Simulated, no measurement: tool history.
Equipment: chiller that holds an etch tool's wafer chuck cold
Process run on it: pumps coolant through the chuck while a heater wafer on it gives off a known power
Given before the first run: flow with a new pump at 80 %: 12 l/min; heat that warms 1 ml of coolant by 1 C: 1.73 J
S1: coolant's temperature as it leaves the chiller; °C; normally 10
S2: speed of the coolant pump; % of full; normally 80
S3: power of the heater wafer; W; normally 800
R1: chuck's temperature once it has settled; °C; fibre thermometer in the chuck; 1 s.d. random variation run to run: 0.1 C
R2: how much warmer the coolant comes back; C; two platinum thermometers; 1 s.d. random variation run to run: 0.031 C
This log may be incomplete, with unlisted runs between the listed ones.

run 1 hour=0 | S1=10 S2=80 S3=800 | R1=18 R2=2.43
run 2 hour=37.8 | S1=10 S2=80 S3=800 | R1=18 R2=2.39
run 3 hour=101.2 | S1=10 S2=80 S3=800 | R1=18.1 R2=2.43
run 4 hour=172 | S1=10 S2=91 S3=800 | R1=17.6 R2=2.15
run 5 hour=219.1 | S1=10 S2=86 S3=800 | R1=17.7 R2=2.33
run 6 hour=262.2 | S1=10 S2=86 S3=800 | R1=17.8 R2=2.29
run 7 hour=321.2 | S1=10 S2=86 S3=800 | R1=17.7 R2=2.22
run 8 hour=372.7 | S1=10 S2=86 S3=800 | R1=17.6 R2=2.3
run 9 hour=444.7 | S1=10 S2=86 S3=800 | R1=17.7 R2=2.35
run 10 hour=515.6 | S1=10 S2=80 S3=800 | R1=18.2 R2=2.44
run 11 hour=556.4 | S1=10 S2=80 S3=800 | R1=18.1 R2=2.47
run 12 hour=593.2 | S1=10 S2=80 S3=710 | R1=17.1 R2=2.16
run 13 hour=641.9 | S1=10 S2=80 S3=710 | R1=17.2 R2=2.18
run 14 hour=712 | S1=10 S2=80 S3=800 | R1=18.2 R2=2.51
run 15 hour=761.6 | S1=10 S2=80 S3=800 | R1=18.3 R2=2.46
run 16 hour=818.3 | S1=10 S2=80 S3=800 | R1=18.1 R2=2.51
run 17 hour=896.7 | S1=10 S2=76 S3=509 | R1=15 R2=1.69
run 18 hour=934.1 | S1=10 S2=76 S3=509 | R1=15 R2=1.64
run 19 hour=983.2 | S1=10 S2=76 S3=509 | R1=16.1 R2=1.69
run 20 hour=1022.4 | S1=10 S2=76 S3=509 | R1=16 R2=1.64
run 21 hour=1075.5 | S1=10 S2=76 S3=509 | R1=16.3 R2=1.63
run 22 hour=1123.4 | S1=10 S2=76 S3=509 | R1=16.1 R2=1.67
run 23 hour=1188.8 | S1=10 S2=76 S3=509 | R1=16.1 R2=1.67
run 24 hour=1267 | S1=10 S2=76 S3=509 | R1=16.1 R2=1.69
run 25 hour=1315.4 | S1=10 S2=76 S3=509 | R1=15.9 R2=1.67
run 26 hour=1376.4 | S1=12 S2=62 S3=1005 | R1=25.7 R2=4.06
run 27 hour=1422.3 | S1=6 S2=88 S3=1005 | R1=15.5 R2=2.84
run 28 hour=1455.3 | S1=6 S2=88 S3=1005 | R1=15.5 R2=2.84
run 29 hour=1527.2 | S1=10 S2=89 S3=555 | R1=15.1 R2=1.58
run 30 hour=1569.8 | S1=9 S2=89 S3=1154 | R1=20.2 R2=3.26
run 31 hour=1609.9 | S1=9 S2=89 S3=1154 | R1=19.9 R2=3.29
run 32 hour=1648.3 | S1=10 S2=66 S3=1168 | R1=23.5 R2=4.39

Not shown: 2 entries that the log had between the listed runs. Between which runs, and how does the tool's hidden state differ before and after?
Run 18 -> run 19: chiller's thermometer calibrated (hour 939.3)
  heat passed by the chuck's channels, % of clean ones': 85.4 -> 85.2; flow at a given pump speed, % of a new pump's: 93.3 -> 93.2; coolant's true temperature over the reading, C: -1 -> -0.03
  measured result minus the result with no hidden state, R1: +0 -> +1 °C; R2: +0.11 -> +0.11 C
Run 26 -> run 27: coolant changed, channels flushed (hour 1389.3)
  heat passed by the chuck's channels, % of clean ones': 83.8 -> 99.5; flow at a given pump speed, % of a new pump's: 92.4 -> 92.3; coolant's true temperature over the reading, C: -0.13 -> -0.14
  measured result minus the result with no hidden state, R1: +2.3 -> +0.3 °C; R2: +0.3 -> +0.21 C
